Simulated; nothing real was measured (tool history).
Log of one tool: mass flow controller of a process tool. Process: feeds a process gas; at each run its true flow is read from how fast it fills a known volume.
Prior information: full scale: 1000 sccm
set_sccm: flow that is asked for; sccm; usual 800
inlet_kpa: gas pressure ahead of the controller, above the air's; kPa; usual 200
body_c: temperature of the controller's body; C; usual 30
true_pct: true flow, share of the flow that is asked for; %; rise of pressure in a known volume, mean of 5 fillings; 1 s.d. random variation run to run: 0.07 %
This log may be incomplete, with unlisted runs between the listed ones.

run      day  set_sccm  inlet_kpa  body_c  true_pct
  1        0       800        200      30     98.96
  2     12.1       800        200      32      98.9
  3   26.288       800        200      32     99.02
  4   40.304       800        200      34     98.81
  5   54.096       368        200      30     97.69
  6   61.383       368        200      30     97.69
  7   70.533       368        200      30     97.77
  8   81.212       368        200      30     97.82
  9   93.108       368        200      30     97.76
 10  106.512       368        200      30     97.85
 11  120.917       368        200      30     97.89
 12  128.321       368        200      30     98.02
 13  135.442       368        200      30     97.96
 14   150.75       368        200      30        98
 15  158.471       800        200      30     99.68
     173.529  -- controller's zero set anew
 16  174.279       800        200      30     99.64
 17  182.496       800        200      30     99.61
 18  196.525       357        200      30     98.11
 19  207.133       357        200      30     98.17
 20  221.546       357        200      30     98.12
 21  234.954       357        200      30     98.21
 22  243.042       800        200      30      99.8
 23  253.717       218        200      30     97.72
 24  262.483       800        200      30     99.92
 25  274.396       239        228      39      97.4
 26  288.358       239        228      39     97.39
 27  300.933       592        243      33     99.26
     307.129  -- controller exchanged for a calibrated one
 28  307.704       593        193      23     99.67
 29  316.071       593        193      23     99.72
 30  325.279       593        251      32     99.22
 31  339.279       593        251      32     99.34
 32  351.279       593        251      32     99.55
 33  357.708       166        271      21      98.8
 34  372.258       166        271      21      98.9
 35  383.483       166        152      38     97.39
 36  393.133       166        276      38     97.86
 37  400.442       517        182      40     98.58
 38  414.804       517        182      40     98.63
 39  426.733       517        182      25     99.69
 40  436.192       930        269      33    101.02
 41  444.296       930        269      33    100.88
 42   454.45       242        279      24     99.12
 43    468.6       170        181      30     98.27
     472.575  -- gauge calibrated
 44  477.575       800        182      29     99.04
 45  484.133       350        249      38     96.94
 46  498.508       350        249      38     97.05
 47  508.571       350        249      38     97.12

Had the tool no unlogged condition, and each run kept its random variation, what would the results have been?
Hidden conditions of the tool in this case: flow at rest that the sensor doesn't see, % of full scale; true flow over the shown one, %; drift of the gauge itself on true_pct, %.
run  true_pct
  1     98.94
  2     98.84
  3      98.9
  4     98.65
  5     97.48
  6     97.47
  7     97.51
  8     97.53
  9     97.42
 10     97.47
 11     97.46
 12     97.56
 13     97.47
 14     97.46
 15      99.1
 16     98.99
 17     98.94
 18     97.39
 19     97.41
 20     97.32
 21     97.36
 22     98.91
 23     96.81
 24     98.96
 25     96.43
 26     96.37
 27     98.17
 28      98.6
 29     98.63
 30      98.1
 31     98.17
 32     98.34
 33     97.57
 34     97.62
 35      96.1
 36     96.53
 37     97.21
 38     97.21
 39     98.21
 40     99.49
 41     99.32
 42     97.55
 43     96.68
 44     99.01
 45     96.89
 46     96.95
 47     96.98
